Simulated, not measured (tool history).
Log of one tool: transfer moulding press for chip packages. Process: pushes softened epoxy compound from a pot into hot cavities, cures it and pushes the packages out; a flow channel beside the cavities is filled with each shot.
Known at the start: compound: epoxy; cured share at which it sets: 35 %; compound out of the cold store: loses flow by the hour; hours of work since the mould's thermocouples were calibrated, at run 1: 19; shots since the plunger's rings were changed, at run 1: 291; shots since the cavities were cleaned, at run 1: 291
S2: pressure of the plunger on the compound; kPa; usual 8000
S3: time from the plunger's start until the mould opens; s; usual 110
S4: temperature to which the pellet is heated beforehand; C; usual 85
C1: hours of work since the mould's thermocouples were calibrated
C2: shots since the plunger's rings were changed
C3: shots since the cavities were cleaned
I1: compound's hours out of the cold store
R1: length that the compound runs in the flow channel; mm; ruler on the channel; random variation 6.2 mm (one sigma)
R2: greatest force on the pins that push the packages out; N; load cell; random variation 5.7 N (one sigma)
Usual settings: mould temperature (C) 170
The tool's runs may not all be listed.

run 1 hour=0.0 | mould_temperature_(C)=170 S2=8000 S3=110 S4=85 | C1=19 C2=291 C3=291 | I1=18.2 | R1=952 R2=231
run 2 hour=18.5 | mould_temperature_(C)=170 S2=8000 S3=110 S4=85 | C1=29 C2=458 C3=458 | I1=39.0 | R1=857 R2=247
run 3 hour=46.2 | mould_temperature_(C)=170 S2=8000 S3=110 S4=85 | C1=45 C2=706 C3=706 | I1=9.8 | R1=996 R2=278
run 4 hour=61.3 | mould_temperature_(C)=170 S2=8000 S3=110 S4=85 | C1=54 C2=842 C3=842 | I1=47.7 | R1=795 R2=274
run 5 hour=91.1 | mould_temperature_(C)=170 S2=8000 S3=110 S4=85 | C1=71 C2=1110 C3=1110 | I1=33.2 | R1=865 R2=285
-- hour=94.0 cavities cleaned with cleaning compound and waxed
run 6 hour=108.6 | mould_temperature_(C)=170 S2=8000 S3=110 S4=85 | C1=80 C2=1253 C3=131 | I1=11.0 | R1=973 R2=229
run 7 hour=125.9 | mould_temperature_(C)=170 S2=8000 S3=110 S4=85 | C1=90 C2=1408 C3=286 | I1=36.2 | R1=837 R2=235
run 8 hour=146.2 | mould_temperature_(C)=170 S2=8000 S3=110 S4=85 | C1=101 C2=1590 C3=468 | I1=8.8 | R1=979 R2=261
run 9 hour=173.9 | mould_temperature_(C)=170 S2=8000 S3=110 S4=89 | C1=117 C2=1840 C3=718 | I1=24.0 | R1=888 R2=263
run 10 hour=194.5 | mould_temperature_(C)=170 S2=7040 S3=110 S4=85 | C1=129 C2=2025 C3=903 | I1=20.4 | R1=845 R2=281
run 11 hour=209.6 | mould_temperature_(C)=170 S2=8000 S3=110 S4=87 | C1=137 C2=2160 C3=1038 | I1=11.2 | R1=951 R2=284
-- hour=220.7 cavities cleaned with cleaning compound and waxed
run 12 hour=240.4 | mould_temperature_(C)=170 S2=8000 S3=106 S4=85 | C1=154 C2=2423 C3=177 | I1=47.6 | R1=773 R2=229
-- hour=259.6 plunger's sealing rings changed
run 13 hour=262.0 | mould_temperature_(C)=170 S2=8000 S3=106 S4=85 | C1=165 C2=21 C3=348 | I1=10.3 | R1=997 R2=258
run 14 hour=290.8 | mould_temperature_(C)=170 S2=8000 S3=110 S4=85 | C1=182 C2=280 C3=607 | I1=22.8 | R1=925 R2=273
run 15 hour=306.2 | mould_temperature_(C)=168 S2=8000 S3=110 S4=85 | C1=190 C2=418 C3=745 | I1=25.8 | R1=908 R2=286
run 16 hour=326.6 | mould_temperature_(C)=170 S2=8120 S3=104 S4=91 | C1=202 C2=602 C3=929 | I1=21.6 | R1=925 R2=290
-- hour=349.1 cavities cleaned with cleaning compound and waxed
run 17 hour=357.9 | mould_temperature_(C)=170 S2=8120 S3=104 S4=91 | C1=219 C2=870 C3=80 | I1=34.0 | R1=867 R2=231
run 18 hour=382.1 | mould_temperature_(C)=164 S2=8000 S3=110 S4=92 | C1=233 C2=1087 C3=297 | I1=14.0 | R1=989 R2=303
run 19 hour=394.8 | mould_temperature_(C)=164 S2=8000 S3=110 S4=92 | C1=240 C2=1200 C3=410 | I1=10.9 | R1=1000 R2=327
run 20 hour=421.6 | mould_temperature_(C)=164 S2=8020 S3=110 S4=92 | C1=256 C2=1441 C3=651 | I1=31.4 | R1=894 R2=314
run 21 hour=443.2 | mould_temperature_(C)=172 S2=7110 S3=110 S4=92 | C1=268 C2=1635 C3=845 | I1=20.2 | R1=854 R2=267
run 22 hour=469.3 | mould_temperature_(C)=164 S2=6670 S3=102 S4=95 | C1=283 C2=1870 C3=1080 | I1=35.7 | R1=782 R2=378
-- hour=475.6 cavities cleaned with cleaning compound and waxed
run 23 hour=497.5 | mould_temperature_(C)=171 S2=8000 S3=103 S4=85 | C1=298 C2=2110 C3=197 | I1=17.7 | R1=915 R2=251
run 24 hour=524.5 | mould_temperature_(C)=165 S2=8000 S3=103 S4=87 | C1=313 C2=2352 C3=439 | I1=40.3 | R1=816 R2=306
-- hour=550.1 plunger's sealing rings changed
run 25 hour=550.1 | mould_temperature_(C)=175 S2=6760 S3=129 S4=85 | C1=327 C2=0 C3=647 | I1=26.9 | R1=811 R2=250
run 26 hour=574.6 | mould_temperature_(C)=175 S2=6760 S3=129 S4=85 | C1=341 C2=219 C3=866 | I1=12.0 | R1=886 R2=254
-- hour=603.4 cavities cleaned with cleaning compound and waxed
run 27 hour=605.0 | mould_temperature_(C)=175 S2=6760 S3=129 S4=85 | C1=357 C2=479 C3=14 | I1=8.7 | R1=903 R2=184
run 28 hour=633.5 | mould_temperature_(C)=170 S2=8920 S3=129 S4=85 | C1=373 C2=735 C3=270 | I1=22.3 | R1=972 R2=207
run 29 hour=650.9 | mould_temperature_(C)=170 S2=8920 S3=133 S4=86 | C1=383 C2=891 C3=426 | I1=41.8 | R1=872 R2=234

Forecast each of these 4 alternatives for the next run:
run A hour=680.1 | mould_temperature_(C)=170 S2=8920 S3=133 S4=80 | C1=400 C2=1154 C3=689 | I1=14.6 | R1=? R2=?
run B hour=680.1 | mould_temperature_(C)=170 S2=8920 S3=133 S4=87 | C1=400 C2=1154 C3=689 | I1=30.2 | R1=? R2=?
run C hour=680.1 | mould_temperature_(C)=165 S2=6080 S3=147 S4=86 | C1=400 C2=1154 C3=689 | I1=11.4 | R1=? R2=?
run D hour=680.1 | mould_temperature_(C)=171 S2=9450 S3=133 S4=80 | C1=400 C2=1154 C3=689 | I1=20.5 | R1=? R2=?

run=A R1=1003 R2=256
run=B R1=928 R2=245
run=C R1=869 R2=252
run=D R1=997 R2=243
Without the tool's hidden state the same runs would have given:
run=A R1=1032 R2=194
run=B R1=955 R2=183
run=C R1=894 R2=190
run=D R1=1025 R2=182
